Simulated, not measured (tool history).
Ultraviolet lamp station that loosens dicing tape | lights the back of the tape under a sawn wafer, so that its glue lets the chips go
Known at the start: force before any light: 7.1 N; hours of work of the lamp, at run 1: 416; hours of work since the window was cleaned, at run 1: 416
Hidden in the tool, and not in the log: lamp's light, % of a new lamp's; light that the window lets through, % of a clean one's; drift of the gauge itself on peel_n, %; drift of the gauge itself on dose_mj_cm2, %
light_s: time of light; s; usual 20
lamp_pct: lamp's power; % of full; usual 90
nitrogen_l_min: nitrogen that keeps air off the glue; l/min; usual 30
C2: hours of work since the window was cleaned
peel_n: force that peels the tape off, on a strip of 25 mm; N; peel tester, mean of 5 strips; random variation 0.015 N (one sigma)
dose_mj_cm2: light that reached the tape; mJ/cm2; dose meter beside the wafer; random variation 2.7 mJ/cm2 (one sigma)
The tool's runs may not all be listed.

run 1 hour=0 | light_s=20 lamp_pct=90 nitrogen_l_min=30 | hours_of_work_of_the_lamp=416 C2=416 | peel_n=0.726 dose_mj_cm2=350
run 2 hour=31.1 | light_s=20 lamp_pct=90 nitrogen_l_min=30 | hours_of_work_of_the_lamp=435 C2=435 | peel_n=0.717 dose_mj_cm2=358
run 3 hour=60.6 | light_s=20 lamp_pct=90 nitrogen_l_min=30 | hours_of_work_of_the_lamp=454 C2=454 | peel_n=0.725 dose_mj_cm2=355
run 4 hour=101.2 | light_s=20 lamp_pct=90 nitrogen_l_min=21 | hours_of_work_of_the_lamp=480 C2=480 | peel_n=0.883 dose_mj_cm2=352
run 5 hour=139 | light_s=26 lamp_pct=90 nitrogen_l_min=30 | hours_of_work_of_the_lamp=504 C2=504 | peel_n=0.434 dose_mj_cm2=459
run 6 hour=173.6 | light_s=20 lamp_pct=87 nitrogen_l_min=30 | hours_of_work_of_the_lamp=526 C2=526 | peel_n=0.746 dose_mj_cm2=340
run 7 hour=213.2 | light_s=20 lamp_pct=90 nitrogen_l_min=30 | hours_of_work_of_the_lamp=552 C2=552 | peel_n=0.734 dose_mj_cm2=351
run 8 hour=238.7 | light_s=20 lamp_pct=90 nitrogen_l_min=30 | hours_of_work_of_the_lamp=568 C2=568 | peel_n=0.715 dose_mj_cm2=352
run 9 hour=279.7 | light_s=20 lamp_pct=90 nitrogen_l_min=30 | hours_of_work_of_the_lamp=594 C2=594 | peel_n=0.743 dose_mj_cm2=350
run 10 hour=306.3 | light_s=20 lamp_pct=90 nitrogen_l_min=30 | hours_of_work_of_the_lamp=611 C2=611 | peel_n=0.707 dose_mj_cm2=351
-- hour=331.9 window cleaned of glue's vapour
run 11 hour=343.8 | light_s=20 lamp_pct=90 nitrogen_l_min=30 | hours_of_work_of_the_lamp=635 C2=8 | peel_n=0.725 dose_mj_cm2=345
run 12 hour=366.4 | light_s=20 lamp_pct=90 nitrogen_l_min=30 | hours_of_work_of_the_lamp=649 C2=22 | peel_n=0.719 dose_mj_cm2=353
run 13 hour=391.1 | light_s=20 lamp_pct=65 nitrogen_l_min=30 | hours_of_work_of_the_lamp=665 C2=38 | peel_n=1.307 dose_mj_cm2=253
run 14 hour=427.5 | light_s=20 lamp_pct=65 nitrogen_l_min=30 | hours_of_work_of_the_lamp=688 C2=61 | peel_n=1.236 dose_mj_cm2=254
run 15 hour=447.5 | light_s=20 lamp_pct=65 nitrogen_l_min=30 | hours_of_work_of_the_lamp=701 C2=74 | peel_n=1.267 dose_mj_cm2=256
run 16 hour=466.2 | light_s=20 lamp_pct=65 nitrogen_l_min=30 | hours_of_work_of_the_lamp=713 C2=86 | peel_n=1.242 dose_mj_cm2=254
run 17 hour=508.5 | light_s=20 lamp_pct=86 nitrogen_l_min=30 | hours_of_work_of_the_lamp=740 C2=113 | peel_n=0.775 dose_mj_cm2=330
run 18 hour=547.6 | light_s=20 lamp_pct=86 nitrogen_l_min=30 | hours_of_work_of_the_lamp=764 C2=138 | peel_n=0.805 dose_mj_cm2=342
run 19 hour=581.9 | light_s=38 lamp_pct=90 nitrogen_l_min=30 | hours_of_work_of_the_lamp=786 C2=159 | peel_n=0.255 dose_mj_cm2=666
run 20 hour=618.4 | light_s=27 lamp_pct=87 nitrogen_l_min=30 | hours_of_work_of_the_lamp=810 C2=183 | peel_n=0.426 dose_mj_cm2=461
run 21 hour=643.9 | light_s=31 lamp_pct=83 nitrogen_l_min=17 | hours_of_work_of_the_lamp=826 C2=199 | peel_n=0.499 dose_mj_cm2=499
run 22 hour=670.8 | light_s=31 lamp_pct=83 nitrogen_l_min=17 | hours_of_work_of_the_lamp=843 C2=216 | peel_n=0.511 dose_mj_cm2=498
run 23 hour=708.4 | light_s=31 lamp_pct=62 nitrogen_l_min=11 | hours_of_work_of_the_lamp=867 C2=240 | peel_n=1.106 dose_mj_cm2=375
run 24 hour=727.5 | light_s=31 lamp_pct=62 nitrogen_l_min=22 | hours_of_work_of_the_lamp=879 C2=252 | peel_n=0.751 dose_mj_cm2=371
run 25 hour=768.8 | light_s=15 lamp_pct=63 nitrogen_l_min=41 | hours_of_work_of_the_lamp=905 C2=279 | peel_n=1.809 dose_mj_cm2=185
run 26 hour=808.8 | light_s=10 lamp_pct=65 nitrogen_l_min=41 | hours_of_work_of_the_lamp=931 C2=304 | peel_n=2.605 dose_mj_cm2=126
run 27 hour=826.3 | light_s=20 lamp_pct=90 nitrogen_l_min=30 | hours_of_work_of_the_lamp=942 C2=315 | peel_n=0.72 dose_mj_cm2=351
run 28 hour=862.3 | light_s=20 lamp_pct=90 nitrogen_l_min=30 | hours_of_work_of_the_lamp=965 C2=338 | peel_n=0.723 dose_mj_cm2=357
run 29 hour=898.6 | light_s=22 lamp_pct=90 nitrogen_l_min=14 | hours_of_work_of_the_lamp=988 C2=361 | peel_n=0.921 dose_mj_cm2=385
run 30 hour=923.8 | light_s=22 lamp_pct=90 nitrogen_l_min=14 | hours_of_work_of_the_lamp=1004 C2=377 | peel_n=0.927 dose_mj_cm2=387

The next listed run, before its measurement:
run 31 hour=961.7 | light_s=21 lamp_pct=90 nitrogen_l_min=14 | hours_of_work_of_the_lamp=1028 C2=402 | peel_n=? dose_mj_cm2=?

{"run 31": {"peel_n": 0.996, "dose_mj_cm2": 369}}
Without the tool's hidden state the same run would have given peel_n 0.993 N, dose_mj_cm2 369 mJ/cm2.
